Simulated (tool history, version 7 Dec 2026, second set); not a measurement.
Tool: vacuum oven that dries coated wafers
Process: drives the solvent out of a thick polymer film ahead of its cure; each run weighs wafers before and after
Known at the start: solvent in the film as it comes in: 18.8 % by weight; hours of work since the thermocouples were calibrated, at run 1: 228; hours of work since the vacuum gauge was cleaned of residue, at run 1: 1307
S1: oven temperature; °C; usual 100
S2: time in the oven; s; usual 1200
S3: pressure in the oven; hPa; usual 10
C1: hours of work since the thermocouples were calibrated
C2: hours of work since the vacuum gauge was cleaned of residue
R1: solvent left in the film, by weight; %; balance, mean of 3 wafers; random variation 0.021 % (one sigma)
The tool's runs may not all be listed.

run,hour,S1,S2,S3,C1,C2,R1
1,0,100,1200,10,228,1307,2.68
2,57.7,100,1200,10,263,1343,2.72
3,131.1,100,1200,10,308,1388,2.71
4,211.8,90,1200,10,358,1437,6.54
5,254.4,100,1320,10,384,1463,2.36
6,294.3,100,1320,10,408,1488,2.3
7,381.9,100,1200,12.8,462,1542,2.86
8,436.1,100,1200,12.8,496,1575,2.89
9,474.9,100,1200,12.8,519,1599,2.9
10,515.4,100,1200,12.8,544,1624,2.93
11,576.8,100,1200,5.3,582,1661,2.57
12,626.5,100,1200,34.6,613,1692,3.88
13,689.4,100,840,10,651,1731,4.52
14,760.7,100,1200,10,695,1774,2.82
15,840.4,100,1200,10,744,1823,2.86
16,891.9,101,1200,10,776,1855,2.56
17,954,100,1200,10,814,1893,2.86
18,999.4,100,1200,10,842,1921,2.84
19,1085.7,100,1200,10,895,1974,2.87
20,1158.8,100,1200,10,939,2019,2.89
21,1245.9,100,1200,22.6,993,2072,3.51
22,1296.8,100,1200,10,1024,2104,2.95
23,1351.8,103,1800,10,1058,2137,1.08
24,1438.5,105,2100,18.3,1111,2191,1.07
25,1525.3,105,2100,20.2,1165,2244,1.16
26,1569.8,100,1200,22.8,1192,2271,3.51
27,1609.7,100,1200,22.8,1216,2296,3.53
28,1661.8,94,1320,22.8,1248,2328,5.29
# hour 1686.4: oven's thermocouples calibrated
29,1730.2,94,1320,22.8,27,2369,5.05
30,1769.4,94,1320,22.8,51,2393,5.04
31,1829.5,94,1320,22.8,88,2430,5.06
32,1881,105,1440,6.1,120,2461,0.93
33,1960.2,87,1680,39.1,168,2510,7.78
34,2034.7,102,660,5.2,214,2556,4.76
35,2111.1,87,1260,10.7,261,2603,7.67
36,2154.8,99,1020,7,288,2629,3.79
37,2197.9,96,1860,7.9,314,2656,2.24
38,2247.2,96,1320,7.9,344,2686,3.68
39,2331.8,104,1320,7.9,396,2738,1.43
40,2396.6,100,1260,10,436,2778,2.65
41,2459.3,112,1140,8.8,475,2816,0.68
# hour 2473.7: vacuum gauge cleaned of residue and calibrated
42,2525.9,112,1140,14.7,515,32,0.73
43,2587.8,112,1140,12.5,553,70,0.66

How the hidden state differs across the entries between the runs, from the last listed run before each to the first after it:
Between runs 28 and 29: oven's thermocouples calibrated (hour 1686.4)
  true wafer temperature over the reading, C: -0.92 -> -0.1; true pressure over the reading, kPa: 0.32 -> 0.326
  measured less the result without the state, R1: +0.52 -> +0.19 %
Between runs 41 and 42: vacuum gauge cleaned of residue and calibrated (hour 2473.7)
  true wafer temperature over the reading, C: -0.46 -> -0.49; true pressure over the reading, kPa: 0.388 -> -0.001
  measured less the result without the state, R1: +0.16 -> +0.04 %

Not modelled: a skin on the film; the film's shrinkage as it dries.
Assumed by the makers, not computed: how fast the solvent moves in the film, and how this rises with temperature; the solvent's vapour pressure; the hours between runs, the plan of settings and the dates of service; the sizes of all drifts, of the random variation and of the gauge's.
